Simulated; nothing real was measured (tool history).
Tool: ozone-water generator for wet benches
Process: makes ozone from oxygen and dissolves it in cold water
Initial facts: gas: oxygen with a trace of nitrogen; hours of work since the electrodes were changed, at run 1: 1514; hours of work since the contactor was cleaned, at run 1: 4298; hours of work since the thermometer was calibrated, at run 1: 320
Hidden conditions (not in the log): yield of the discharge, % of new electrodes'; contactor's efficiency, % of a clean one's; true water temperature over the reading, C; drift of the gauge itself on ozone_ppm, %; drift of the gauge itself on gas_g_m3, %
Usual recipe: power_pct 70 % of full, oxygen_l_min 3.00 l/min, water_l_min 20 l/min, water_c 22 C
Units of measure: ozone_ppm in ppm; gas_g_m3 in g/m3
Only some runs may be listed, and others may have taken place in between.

run,day,power_pct,oxygen_l_min,water_l_min,water_c,hours of work since the electrodes were changed,hours of work since the contactor was cleaned,hours of work since the thermometer was calibrated,ozone_ppm,gas_g_m3
1,0.000,70,3.00,20,22,1514,4298,320,14.2,259.8
2,0.983,45,3.00,20,22,1534,4318,340,10.7,196.3
3,2.429,70,3.00,23,22,1564,4348,370,12.3,260.9
4,3.996,70,3.00,23,22,1596,4380,402,12.1,259.7
5,5.175,70,3.00,23,22,1621,4404,426,12.0,260.5
6,7.183,70,3.00,23,22,1662,4445,468,12.0,259.6
7,9.192,70,3.00,23,22,1703,4487,509,11.9,260.6
# day 9.354: water thermometer calibrated
8,10.625,70,3.00,19,22,1732,4516,26,14.9,258.9
9,11.721,70,3.00,19,22,1755,4538,49,14.7,259.5
10,13.854,70,3.00,19,22,1799,4582,93,14.9,257.7
11,15.358,70,3.00,19,22,1830,4613,124,15.0,259.4
# day 17.304: water thermometer calibrated, once more
12,17.304,70,3.00,28,22,1869,4653,0,9.6,256.8
13,18.433,70,3.00,23,19,1893,4676,23,12.6,257.8
14,20.104,70,3.00,21,22,1927,4711,58,13.2,257.7
15,22.012,55,3.00,20,28,1966,4750,97,11.1,223.5
16,23.862,55,2.18,25,17,2004,4788,135,8.7,258.6
17,24.917,50,3.21,25,17,2026,4810,157,9.4,202.9
18,26.392,50,3.21,25,17,2057,4840,187,9.3,200.8
19,27.388,67,3.21,28,19,2077,4861,208,9.6,241.4
20,29.100,79,3.46,20,25,2112,4896,243,15.1,257.5
21,30.292,79,3.46,20,25,2137,4920,267,14.8,257.4

Some steps in ozone_ppm between neighbouring runs. How much of each would the tool show without its hidden state too (settings, what came in, random variation), and how much is left for the hidden state, with any gauge scatter that isn't in both results?
Run 11 -> 12: water_l_min 19 -> 28, water thermometer calibrated, once more. ozone_ppm -5.4 ppm: hidden state +0.6, all else -6.0.
Run 19 -> 20: power_pct 67 -> 79, oxygen_l_min 3.21 -> 3.46, water_l_min 28 -> 20, water_c 19 -> 25. ozone_ppm +5.5 ppm: hidden state -0.6, all else +6.1.
